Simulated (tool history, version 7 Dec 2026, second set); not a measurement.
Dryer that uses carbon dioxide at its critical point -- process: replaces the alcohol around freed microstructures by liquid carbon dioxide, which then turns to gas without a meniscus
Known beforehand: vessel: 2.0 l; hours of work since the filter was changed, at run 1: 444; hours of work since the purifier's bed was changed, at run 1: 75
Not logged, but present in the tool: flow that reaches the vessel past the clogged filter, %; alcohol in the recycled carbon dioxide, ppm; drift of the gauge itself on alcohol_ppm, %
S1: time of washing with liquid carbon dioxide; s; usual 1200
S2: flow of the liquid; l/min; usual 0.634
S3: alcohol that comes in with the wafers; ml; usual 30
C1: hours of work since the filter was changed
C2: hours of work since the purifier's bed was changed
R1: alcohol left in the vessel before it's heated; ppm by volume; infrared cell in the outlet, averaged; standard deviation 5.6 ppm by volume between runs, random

run,hour,S1,S2,S3,C1,C2,R1
1,0.0,1200,0.634,30,444,75,289
2,9.7,1200,0.797,30,447,79,106
3,14.8,1200,0.445,30,449,80,900
4,20.1,1200,0.445,30,451,82,920
5,28.6,1200,0.562,30,454,85,441
6,35.4,1200,0.562,30,456,87,447
7,44.5,1680,0.634,30,459,91,79
8,51.6,1680,0.634,30,462,93,82
9,60.0,960,0.634,30,465,96,620
10,68.9,1200,0.630,30,468,99,297
11,77.7,1200,0.851,30,471,102,81
12,85.9,1140,0.415,38,473,105,1691
13,91.1,1140,0.415,38,475,106,1616

Predict the results of run 14:
14,96.8,1620,0.727,33,477,108,?

Run 14 produced R1 67 ppm by volume.
With no hidden state in the tool, this same run would have given R1 23 ppm by volume.

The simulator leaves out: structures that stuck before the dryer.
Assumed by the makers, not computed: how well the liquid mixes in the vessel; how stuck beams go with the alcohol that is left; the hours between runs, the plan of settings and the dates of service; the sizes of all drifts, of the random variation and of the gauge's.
